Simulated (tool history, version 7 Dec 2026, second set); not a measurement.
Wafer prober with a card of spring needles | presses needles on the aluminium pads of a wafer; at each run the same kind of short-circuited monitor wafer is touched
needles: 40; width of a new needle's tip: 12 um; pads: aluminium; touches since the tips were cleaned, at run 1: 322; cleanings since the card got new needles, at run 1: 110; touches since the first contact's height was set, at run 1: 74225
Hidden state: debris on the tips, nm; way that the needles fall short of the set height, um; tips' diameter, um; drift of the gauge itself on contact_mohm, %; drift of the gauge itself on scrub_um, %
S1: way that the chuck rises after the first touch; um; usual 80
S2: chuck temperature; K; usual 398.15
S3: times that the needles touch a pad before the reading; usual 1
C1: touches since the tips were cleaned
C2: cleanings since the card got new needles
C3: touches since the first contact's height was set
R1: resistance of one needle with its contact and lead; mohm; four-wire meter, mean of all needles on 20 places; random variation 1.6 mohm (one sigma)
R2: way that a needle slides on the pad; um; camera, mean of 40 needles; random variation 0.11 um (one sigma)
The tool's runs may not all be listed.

run,hour,S1,S2,S3,C1,C2,C3,R1,R2
1,0.0,80,398.15,1,322,110,74225,161,17.96
# hour 23.0: tips cleaned on abrasive film
# hour 48.1: tips cleaned on abrasive film
2,53.2,80,398.15,1,1404,112,88956,158,17.94
# hour 72.8: tips cleaned on abrasive film
# hour 97.2: tips cleaned on abrasive film
3,116.8,80,398.15,1,5434,114,106588,162,17.86
# hour 122.2: tips cleaned on abrasive film
# hour 147.0: tips cleaned on abrasive film
# hour 172.0: tips cleaned on abrasive film
4,183.2,80,338.15,1,3108,117,124966,149,18.20
# hour 198.3: tips cleaned on abrasive film
# hour 221.5: tips cleaned on abrasive film
5,227.3,80,338.15,1,1601,119,137173,152,18.28
# hour 247.1: tips cleaned on abrasive film
# hour 270.9: tips cleaned on abrasive film
6,285.0,80,338.15,1,3910,121,153165,150,18.16
# hour 294.6: tips cleaned on abrasive film
# hour 302.9: height of the first contact set anew
# hour 319.3: tips cleaned on abrasive film
7,334.2,80,301.15,1,4144,123,8668,145,18.09
# hour 343.4: tips cleaned on abrasive film
# hour 370.5: tips cleaned on abrasive film
8,385.5,80,315.15,1,4158,125,22872,148,17.88
# hour 396.4: tips cleaned on abrasive film
# hour 419.0: tips cleaned on abrasive film
# hour 444.4: tips cleaned on abrasive film
9,448.2,80,398.15,1,1061,128,40241,159,17.94
# hour 467.4: tips cleaned on abrasive film
# hour 490.1: tips cleaned on abrasive film
10,492.3,80,398.15,1,613,130,52436,160,17.94
# hour 511.9: tips cleaned on abrasive film
# hour 534.1: tips cleaned on abrasive film
11,553.0,80,398.15,1,5261,132,69257,159,18.06
# hour 558.5: tips cleaned on abrasive film
# hour 585.1: tips cleaned on abrasive film
# hour 609.7: tips cleaned on abrasive film
12,615.1,80,398.15,1,1505,135,86454,163,17.92
# hour 633.6: tips cleaned on abrasive film
# hour 659.9: tips cleaned on abrasive film
13,671.1,80,398.15,1,3105,137,101953,162,17.90
# hour 684.7: tips cleaned on abrasive film
# hour 707.4: tips cleaned on abrasive film
14,724.5,60,398.15,1,4734,139,116752,164,13.51
# hour 732.3: tips cleaned on abrasive film
# hour 759.4: tips cleaned on abrasive film
# hour 783.7: tips cleaned on abrasive film
15,795.4,60,345.15,2,3245,142,136391,155,13.49
# hour 807.7: tips cleaned on abrasive film
# hour 831.3: tips cleaned on abrasive film
16,832.8,76,366.15,1,431,144,146748,156,17.10
# hour 856.6: tips cleaned on abrasive film
17,868.3,69,370.15,1,3261,145,156584,157,15.58
# hour 874.0: height of the first contact set anew
# hour 879.5: tips cleaned on abrasive film
# hour 901.4: tips cleaned on abrasive film
# hour 924.0: tips cleaned on abrasive film
18,924.0,69,370.15,2,0,148,13828,159,15.57
# hour 949.8: tips cleaned on abrasive film
# hour 971.8: tips cleaned on abrasive film
19,971.8,69,370.15,2,0,150,27049,155,15.45
# hour 996.3: tips cleaned on abrasive film
# hour 1008.3: card fitted with new needles
20,1019.1,72,331.15,1,2997,0,2997,149,16.21
# hour 1032.9: tips cleaned on abrasive film
21,1050.6,72,331.15,1,4922,1,11730,149,16.12
# hour 1056.1: tips cleaned on abrasive film
# hour 1081.7: tips cleaned on abrasive film
# hour 1104.0: tips cleaned on abrasive film
22,1123.0,83,382.15,1,5293,4,31782,156,18.70
# hour 1128.5: tips cleaned on abrasive film
# hour 1152.4: tips cleaned on abrasive film
# hour 1176.2: tips cleaned on abrasive film
23,1176.2,80,380.15,1,0,7,46505,158,18.18
# hour 1201.3: tips cleaned on abrasive film
# hour 1223.6: tips cleaned on abrasive film
# hour 1245.4: tips cleaned on abrasive film
24,1248.4,80,380.15,1,824,10,66484,158,18.04
# hour 1270.2: tips cleaned on abrasive film
25,1287.5,60,315.15,3,4817,11,77334,149,13.39
# hour 1293.0: tips cleaned on abrasive film
# hour 1316.4: tips cleaned on abrasive film
# hour 1338.4: tips cleaned on abrasive film
26,1339.6,66,368.15,1,343,14,91747,157,14.85
# hour 1363.6: tips cleaned on abrasive film
27,1380.9,66,368.15,1,4817,15,103198,156,14.76
# hour 1386.1: tips cleaned on abrasive film
# hour 1409.7: tips cleaned on abrasive film
# hour 1431.5: tips cleaned on abrasive film
28,1449.9,81,368.15,1,5143,18,122320,155,18.25

5 ways to go on from here, each from the tool as it stands after run 28. What would each give?
# hour 1455.5: tips cleaned on abrasive film
# hour 1478.9: tips cleaned on abrasive film
# hour 1501.1: tips cleaned on abrasive film
A,1501.1,74,398.15,2,0,21,136467,?,?
# hour 1455.5: tips cleaned on abrasive film
# hour 1478.9: tips cleaned on abrasive film
# hour 1501.1: tips cleaned on abrasive film
B,1501.1,75,327.15,1,0,21,136467,?,?
# hour 1455.5: tips cleaned on abrasive film
# hour 1478.9: tips cleaned on abrasive film
# hour 1501.1: tips cleaned on abrasive film
C,1501.1,85,371.15,2,0,21,136467,?,?
# hour 1455.5: tips cleaned on abrasive film
# hour 1478.9: tips cleaned on abrasive film
# hour 1501.1: tips cleaned on abrasive film
D,1501.1,62,368.15,1,0,21,136467,?,?
# hour 1455.5: tips cleaned on abrasive film
# hour 1478.9: tips cleaned on abrasive film
# hour 1501.1: tips cleaned on abrasive film
E,1501.1,65,325.15,1,0,21,136467,?,?

run,R1,R2
A,161,16.68
B,150,16.98
C,155,19.16
D,158,14.00
E,152,14.59
Without the tool's hidden state the same runs would have given:
run,R1,R2
A,161,16.70
B,150,16.99
C,155,19.17
D,158,14.01
E,152,14.61
